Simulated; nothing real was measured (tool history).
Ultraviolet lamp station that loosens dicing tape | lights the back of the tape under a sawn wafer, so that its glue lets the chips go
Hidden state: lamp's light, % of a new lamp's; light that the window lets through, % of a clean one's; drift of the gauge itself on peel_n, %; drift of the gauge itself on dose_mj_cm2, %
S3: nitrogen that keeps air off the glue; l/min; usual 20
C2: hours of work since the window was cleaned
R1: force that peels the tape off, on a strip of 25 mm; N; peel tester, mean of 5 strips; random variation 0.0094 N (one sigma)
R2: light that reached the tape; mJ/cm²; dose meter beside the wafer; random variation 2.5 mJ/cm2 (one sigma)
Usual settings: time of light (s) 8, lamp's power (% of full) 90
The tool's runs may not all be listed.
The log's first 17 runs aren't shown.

Run 18, hour 270.8: usual settings but time of light (s) 14; hours of work of the lamp 689; C2 117. Result: R1 0.181 N, R2 430 mJ/cm².
Run 19, hour 291.3: usual settings but time of light (s) 14, S3 9 l/min; hours of work of the lamp 704; C2 132. Result: R1 0.265 N, R2 421 mJ/cm².
Run 20, hour 311.2: usual settings but time of light (s) 5; hours of work of the lamp 719; C2 147. Result: R1 1.229 N, R2 146 mJ/cm².
Run 21, hour 327.2: usual settings but time of light (s) 15; hours of work of the lamp 731; C2 159. Result: R1 0.163 N, R2 449 mJ/cm².
Run 22, hour 338: usual settings but time of light (s) 5, S3 10 l/min; hours of work of the lamp 739; C2 167. Result: R1 1.497 N, R2 153 mJ/cm².
Run 23, hour 356.9: usual settings but time of light (s) 10, lamp's power (% of full) 67, S3 25 l/min; hours of work of the lamp 753; C2 181. Result: R1 0.598 N, R2 218 mJ/cm².
Run 24, hour 367.1: usual settings but time of light (s) 11, lamp's power (% of full) 92, S3 8 l/min; hours of work of the lamp 761; C2 189. Result: R1 0.46 N, R2 331 mJ/cm².
Run 25, hour 390.2: usual settings but time of light (s) 11, lamp's power (% of full) 92, S3 8 l/min; hours of work of the lamp 778; C2 206. Result: R1 0.475 N, R2 333 mJ/cm².
Run 26, hour 407.2: usual settings but time of light (s) 12, lamp's power (% of full) 63, S3 25 l/min; hours of work of the lamp 791; C2 219. Result: R1 0.496 N, R2 243 mJ/cm².

Run 27 comes next. What will it give?
Run 27, hour 422.5: usual settings but time of light (s) 9, lamp's power (% of full) 73, S3 8 l/min; hours of work of the lamp 802; C2 231. Result: R1 ?, R2 ?.

{"run 27": {"R1": 1.046, "R2": 208}}
Without the tool's hidden state the same run would have given R1 0.756 N, R2 256 mJ/cm².
